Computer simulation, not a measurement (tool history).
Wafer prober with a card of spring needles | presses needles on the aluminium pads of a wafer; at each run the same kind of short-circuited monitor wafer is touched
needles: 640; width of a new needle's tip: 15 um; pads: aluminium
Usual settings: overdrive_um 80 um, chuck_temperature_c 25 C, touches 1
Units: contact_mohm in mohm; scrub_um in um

| run | hour | overdrive_um | chuck_temperature_c | touches | contact_mohm | scrub_um |
|---|---|---|---|---|---|---|
| 1 | 0.0 | 80 | 25 | 1 | 234 | 13.19 |
|  | 4.2 | tips cleaned on abrasive film |
|  | 9.4 | tips cleaned on abrasive film |
|  | 14.6 | tips cleaned on abrasive film |
| 2 | 15.8 | 98 | 25 | 1 | 248 | 16.09 |
|  | 19.0 | tips cleaned on abrasive film |
|  | 24.2 | tips cleaned on abrasive film |
|  | 29.4 | tips cleaned on abrasive film |
|  | 33.7 | tips cleaned on abrasive film |
| 3 | 33.7 | 80 | 102 | 1 | 266 | 13.06 |
|  | 39.0 | tips cleaned on abrasive film |
|  | 44.2 | tips cleaned on abrasive film |
| 4 | 45.7 | 80 | 102 | 1 | 281 | 13.11 |
|  | 48.9 | tips cleaned on abrasive film |
|  | 54.1 | tips cleaned on abrasive film |
|  | 59.0 | tips cleaned on abrasive film |
| 5 | 59.0 | 80 | 62 | 1 | 249 | 13.03 |
|  | 63.2 | tips cleaned on abrasive film |
|  | 68.4 | tips cleaned on abrasive film |
|  | 73.6 | tips cleaned on abrasive film |
| 6 | 76.1 | 80 | 62 | 1 | 279 | 13.06 |
|  | 78.2 | tips cleaned on abrasive film |
|  | 82.4 | tips cleaned on abrasive film |
|  | 87.6 | tips cleaned on abrasive film |
| 7 | 88.5 | 80 | 25 | 1 | 255 | 13.01 |
|  | 92.7 | tips cleaned on abrasive film |
|  | 97.9 | tips cleaned on abrasive film |
|  | 103.1 | tips cleaned on abrasive film |
|  | 108.3 | tips cleaned on abrasive film |
| 8 | 110.2 | 80 | 25 | 1 | 266 | 12.99 |
|  | 113.4 | tips cleaned on abrasive film |
|  | 118.6 | tips cleaned on abrasive film |
|  | 123.8 | tips cleaned on abrasive film |
|  | 129.0 | tips cleaned on abrasive film |
|  | 133.2 | tips cleaned on abrasive film |
| 9 | 134.3 | 80 | 25 | 1 | 259 | 12.97 |
|  | 137.4 | tips cleaned on abrasive film |
|  | 142.6 | tips cleaned on abrasive film |
|  | 147.9 | tips cleaned on abrasive film |
| 10 | 149.9 | 80 | 25 | 1 | 263 | 12.89 |
|  | 153.0 | tips cleaned on abrasive film |
|  | 156.4 | height of the first contact set anew |
|  | 158.5 | tips cleaned on abrasive film |
| 11 | 162.5 | 89 | 78 | 1 | 280 | 14.68 |
|  | 163.6 | tips cleaned on abrasive film |
|  | 167.8 | tips cleaned on abrasive film |
|  | 173.0 | tips cleaned on abrasive film |
|  | 178.1 | tips cleaned on abrasive film |
| 12 | 178.1 | 68 | 31 | 1 | 245 | 11.20 |
|  | 183.3 | tips cleaned on abrasive film |
|  | 188.5 | tips cleaned on abrasive film |
|  | 193.7 | tips cleaned on abrasive film |
| 13 | 194.7 | 68 | 31 | 1 | 269 | 11.20 |
|  | 198.9 | tips cleaned on abrasive film |
|  | 204.1 | tips cleaned on abrasive film |
|  | 209.3 | tips cleaned on abrasive film |
|  | 214.5 | tips cleaned on abrasive film |
| 14 | 217.3 | 70 | 37 | 2 | 274 | 11.47 |
|  | 219.5 | tips cleaned on abrasive film |
|  | 224.7 | tips cleaned on abrasive film |
| 15 | 228.4 | 80 | 80 | 3 | 263 | 13.13 |
|  | 229.5 | tips cleaned on abrasive film |
|  | 234.7 | tips cleaned on abrasive film |
|  | 239.9 | tips cleaned on abrasive film |
| 16 | 242.4 | 80 | 80 | 3 | 265 | 13.08 |

3 ways to go on from here, each from the tool as it stands after run 16. What would each give?
|  | 244.5 | tips cleaned on abrasive film |
|  | 249.8 | tips cleaned on abrasive film |
|  | 255.0 | tips cleaned on abrasive film |
|  | 260.2 | tips cleaned on abrasive film |
|  | 265.4 | tips cleaned on abrasive film |
| A | 267.0 | 80 | 81 | 1 | ? | ? |
|  | 244.5 | tips cleaned on abrasive film |
|  | 249.8 | tips cleaned on abrasive film |
|  | 255.0 | tips cleaned on abrasive film |
|  | 260.2 | tips cleaned on abrasive film |
|  | 265.4 | tips cleaned on abrasive film |
| B | 267.0 | 63 | 80 | 1 | ? | ? |
|  | 244.5 | tips cleaned on abrasive film |
|  | 249.8 | tips cleaned on abrasive film |
|  | 255.0 | tips cleaned on abrasive film |
|  | 260.2 | tips cleaned on abrasive film |
|  | 265.4 | tips cleaned on abrasive film |
| C | 267.0 | 68 | 25 | 1 | ? | ? |

| run | contact_mohm | scrub_um |
|---|---|---|
| A | 277 | 13.07 |
| B | 303 | 10.20 |
| C | 279 | 11.01 |
Without the tool's hidden state the same runs would have given:
| run | contact_mohm | scrub_um |
|---|---|---|
| A | 249 | 13.22 |
| B | 260 | 10.36 |
| C | 239 | 11.17 |
